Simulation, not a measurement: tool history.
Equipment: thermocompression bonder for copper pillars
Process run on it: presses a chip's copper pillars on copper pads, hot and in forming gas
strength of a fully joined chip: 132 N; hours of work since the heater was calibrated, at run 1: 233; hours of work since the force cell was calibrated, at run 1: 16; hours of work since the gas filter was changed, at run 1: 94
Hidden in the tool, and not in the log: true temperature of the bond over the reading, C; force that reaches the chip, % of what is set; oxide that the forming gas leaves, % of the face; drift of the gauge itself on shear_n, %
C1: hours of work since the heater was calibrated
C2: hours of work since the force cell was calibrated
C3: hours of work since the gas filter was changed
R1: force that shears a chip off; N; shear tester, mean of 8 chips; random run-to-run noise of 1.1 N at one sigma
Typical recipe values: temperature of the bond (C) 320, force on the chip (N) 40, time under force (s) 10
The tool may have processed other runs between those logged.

run 1 day=0 | temperature_of_the_bond_(C)=320 force_on_the_chip_(N)=40 time_under_force_(s)=10 | C1=233 C2=16 C3=94 | R1=93.9
run 2 day=1.112 | temperature_of_the_bond_(C)=320 force_on_the_chip_(N)=32 time_under_force_(s)=10 | C1=245 C2=27 C3=106 | R1=79.6
run 3 day=2.008 | temperature_of_the_bond_(C)=320 force_on_the_chip_(N)=40 time_under_force_(s)=10 | C1=254 C2=37 C3=115 | R1=91.5
run 4 day=2.725 | temperature_of_the_bond_(C)=320 force_on_the_chip_(N)=40 time_under_force_(s)=10 | C1=262 C2=44 C3=122 | R1=93.8
run 5 day=3.642 | temperature_of_the_bond_(C)=320 force_on_the_chip_(N)=40 time_under_force_(s)=10 | C1=271 C2=54 C3=132 | R1=91.8
run 6 day=4.4 | temperature_of_the_bond_(C)=320 force_on_the_chip_(N)=40 time_under_force_(s)=10 | C1=279 C2=62 C3=140 | R1=90.5
run 7 day=5.008 | temperature_of_the_bond_(C)=320 force_on_the_chip_(N)=40 time_under_force_(s)=10 | C1=285 C2=68 C3=146 | R1=91.6
run 8 day=6.262 | temperature_of_the_bond_(C)=320 force_on_the_chip_(N)=40 time_under_force_(s)=10 | C1=299 C2=81 C3=160 | R1=91.2
run 9 day=7.175 | temperature_of_the_bond_(C)=346 force_on_the_chip_(N)=40 time_under_force_(s)=10 | C1=308 C2=91 C3=169 | R1=105.9
run 10 day=8.212 | temperature_of_the_bond_(C)=346 force_on_the_chip_(N)=40 time_under_force_(s)=10 | C1=319 C2=102 C3=180 | R1=104.7
run 11 day=9.617 | temperature_of_the_bond_(C)=346 force_on_the_chip_(N)=40 time_under_force_(s)=10 | C1=334 C2=117 C3=195 | R1=105.3
run 12 day=10.796 | temperature_of_the_bond_(C)=346 force_on_the_chip_(N)=40 time_under_force_(s)=10 | C1=346 C2=129 C3=207 | R1=104.2
run 13 day=11.725 | temperature_of_the_bond_(C)=346 force_on_the_chip_(N)=40 time_under_force_(s)=10 | C1=356 C2=139 C3=217 | R1=102.2
run 14 day=12.588 | temperature_of_the_bond_(C)=346 force_on_the_chip_(N)=40 time_under_force_(s)=10 | C1=365 C2=148 C3=226 | R1=105.7
run 15 day=13.688 | temperature_of_the_bond_(C)=346 force_on_the_chip_(N)=40 time_under_force_(s)=10 | C1=377 C2=159 C3=237 | R1=102.6
run 16 day=14.712 | temperature_of_the_bond_(C)=346 force_on_the_chip_(N)=40 time_under_force_(s)=10 | C1=387 C2=170 C3=248 | R1=104.5
run 17 day=15.717 | temperature_of_the_bond_(C)=330 force_on_the_chip_(N)=40 time_under_force_(s)=10 | C1=398 C2=181 C3=259 | R1=94.5
run 18 day=17 | temperature_of_the_bond_(C)=330 force_on_the_chip_(N)=40 time_under_force_(s)=10 | C1=411 C2=194 C3=272 | R1=95.3
run 19 day=18.033 | temperature_of_the_bond_(C)=320 force_on_the_chip_(N)=40 time_under_force_(s)=7 | C1=422 C2=205 C3=283 | R1=82.2
run 20 day=18.783 | temperature_of_the_bond_(C)=320 force_on_the_chip_(N)=40 time_under_force_(s)=10 | C1=430 C2=213 C3=291 | R1=88.6
run 21 day=19.475 | temperature_of_the_bond_(C)=320 force_on_the_chip_(N)=34 time_under_force_(s)=23 | C1=437 C2=220 C3=298 | R1=99.1
run 22 day=20.2 | temperature_of_the_bond_(C)=320 force_on_the_chip_(N)=34 time_under_force_(s)=23 | C1=445 C2=228 C3=306 | R1=97.5
run 23 day=20.862 | temperature_of_the_bond_(C)=320 force_on_the_chip_(N)=34 time_under_force_(s)=23 | C1=452 C2=235 C3=313 | R1=97.8
run 24 day=21.612 | temperature_of_the_bond_(C)=339 force_on_the_chip_(N)=40 time_under_force_(s)=10 | C1=460 C2=243 C3=321 | R1=98.4
run 25 day=22.55 | temperature_of_the_bond_(C)=339 force_on_the_chip_(N)=29 time_under_force_(s)=10 | C1=470 C2=252 C3=330 | R1=81.4
run 26 day=23.729 | temperature_of_the_bond_(C)=339 force_on_the_chip_(N)=29 time_under_force_(s)=7 | C1=482 C2=265 C3=343 | R1=74.8
run 27 day=24.812 | temperature_of_the_bond_(C)=320 force_on_the_chip_(N)=45 time_under_force_(s)=14 | C1=493 C2=276 C3=354 | R1=99.4
run 28 day=25.642 | temperature_of_the_bond_(C)=320 force_on_the_chip_(N)=45 time_under_force_(s)=14 | C1=502 C2=285 C3=363 | R1=100.8
run 29 day=26.679 | temperature_of_the_bond_(C)=347 force_on_the_chip_(N)=26 time_under_force_(s)=30 | C1=513 C2=296 C3=374 | R1=103.6
run 30 day=27.554 | temperature_of_the_bond_(C)=342 force_on_the_chip_(N)=40 time_under_force_(s)=10 | C1=522 C2=305 C3=383 | R1=98.4
run 31 day=28.554 | temperature_of_the_bond_(C)=300 force_on_the_chip_(N)=40 time_under_force_(s)=28 | C1=533 C2=315 C3=393 | R1=97.2
run 32 day=29.196 | temperature_of_the_bond_(C)=309 force_on_the_chip_(N)=55 time_under_force_(s)=24 | C1=539 C2=322 C3=400 | R1=110.2
run 33 day=30.075 | temperature_of_the_bond_(C)=293 force_on_the_chip_(N)=40 time_under_force_(s)=10 | C1=548 C2=331 C3=409 | R1=72
-- day=31.371 forming gas filter changed
run 34 day=31.425 | temperature_of_the_bond_(C)=324 force_on_the_chip_(N)=38 time_under_force_(s)=15 | C1=562 C2=345 C3=1 | R1=104.2
run 35 day=32.479 | temperature_of_the_bond_(C)=324 force_on_the_chip_(N)=38 time_under_force_(s)=15 | C1=574 C2=356 C3=12 | R1=105.7
run 36 day=33.554 | temperature_of_the_bond_(C)=311 force_on_the_chip_(N)=25 time_under_force_(s)=20 | C1=585 C2=368 C3=23 | R1=80.3
run 37 day=34.542 | temperature_of_the_bond_(C)=320 force_on_the_chip_(N)=46 time_under_force_(s)=14 | C1=595 C2=378 C3=33 | R1=111.6
run 38 day=35.192 | temperature_of_the_bond_(C)=320 force_on_the_chip_(N)=46 time_under_force_(s)=14 | C1=602 C2=385 C3=40 | R1=110.4
run 39 day=35.908 | temperature_of_the_bond_(C)=341 force_on_the_chip_(N)=40 time_under_force_(s)=10 | C1=609 C2=392 C3=48 | R1=108.5

Below are 3 alternative next runs, each starting from the tool's condition after run 39. Predict each:
run A day=37.292 | temperature_of_the_bond_(C)=320 force_on_the_chip_(N)=40 time_under_force_(s)=6 | C1=624 C2=407 C3=62 | R1=?
run B day=37.292 | temperature_of_the_bond_(C)=307 force_on_the_chip_(N)=24 time_under_force_(s)=25 | C1=624 C2=407 C3=62 | R1=?
run C day=37.292 | temperature_of_the_bond_(C)=349 force_on_the_chip_(N)=40 time_under_force_(s)=6 | C1=624 C2=407 C3=62 | R1=?

run=A R1=85.8
run=B R1=79.5
run=C R1=100.8
Take away the tool's hidden state, keep each run's random variation, and the runs would have read:
run=A R1=81.4
run=B R1=74.8
run=C R1=97.7
